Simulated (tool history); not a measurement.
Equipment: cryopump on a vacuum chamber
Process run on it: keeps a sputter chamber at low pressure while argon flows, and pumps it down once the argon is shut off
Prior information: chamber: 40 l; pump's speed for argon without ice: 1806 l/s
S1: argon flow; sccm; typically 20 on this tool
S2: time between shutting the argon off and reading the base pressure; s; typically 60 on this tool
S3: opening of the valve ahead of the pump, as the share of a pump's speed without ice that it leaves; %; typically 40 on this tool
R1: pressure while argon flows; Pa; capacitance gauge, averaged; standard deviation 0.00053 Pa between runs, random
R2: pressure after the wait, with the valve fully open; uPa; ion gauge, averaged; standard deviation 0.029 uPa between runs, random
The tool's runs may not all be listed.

run,day,S1,S2,S3,R1,R2
1,0,20,60,40,0.0502,2.05
2,0.671,20,60,17,0.1145,2.04
3,1.221,10,60,17,0.0572,2
4,1.6,10,60,17,0.0575,1.99
5,2.05,10,60,17,0.0574,2.1
6,2.346,10,60,17,0.0567,2.05
7,2.721,20,174,40,0.0507,1.22
8,3.158,20,174,40,0.051,1.2
9,3.75,20,174,40,0.0505,1.2
10,4.433,20,267,40,0.0507,1.07
11,5.05,20,267,40,0.0529,1.08
12,5.542,20,267,40,0.0512,1.11
13,6.121,20,267,40,0.0524,1.14
14,6.817,20,267,40,0.0522,1.12
15,7.258,20,267,40,0.0521,1.11
16,7.875,20,267,40,0.0527,1.1
17,8.283,27,60,40,0.0707,2.04
18,8.621,27,28,40,0.0709,3.62
19,9.258,27,28,40,0.0714,3.57
20,9.579,26,28,18,0.144,3.61
21,9.95,39,201,21,0.1861,1.27
22,10.438,39,201,21,0.1869,1.26
23,10.871,24,192,32,0.0788,1.26
24,11.488,20,114,25,0.0814,1.6
25,11.808,14,267,48,0.0313,1.18
26,12.288,12,87,20,0.0607,1.76
27,12.696,12,87,20,0.0611,1.81
28,13.333,31,60,45,0.0744,2.2
29,13.904,31,95,59,0.0615,1.71
30,14.296,39,196,15,0.2575,1.39
31,14.896,39,196,15,0.2578,1.34
32,15.242,39,196,15,0.2568,1.34
# day 15.571: pump warmed up, emptied and cooled again
33,16.092,39,196,15,0.2449,1.09
34,16.388,13,197,39,0.0315,1.13

4 ways to go on from here, each from the tool as it stands after run 34. What would each give?
A,16.696,14,60,20,?,?
B,16.696,40,25,40,?,?
C,16.696,18,25,39,?,?
D,16.696,13,197,35,?,?

run,R1,R2
A,0.0658,2.03
B,0.0947,3.85
C,0.0437,3.71
D,0.0349,1.1
With no hidden state in the tool, these same runs would have given:
run,R1,R2
A,0.0654,1.48
B,0.0936,3.3
C,0.0432,3.17
D,0.0345,0.56
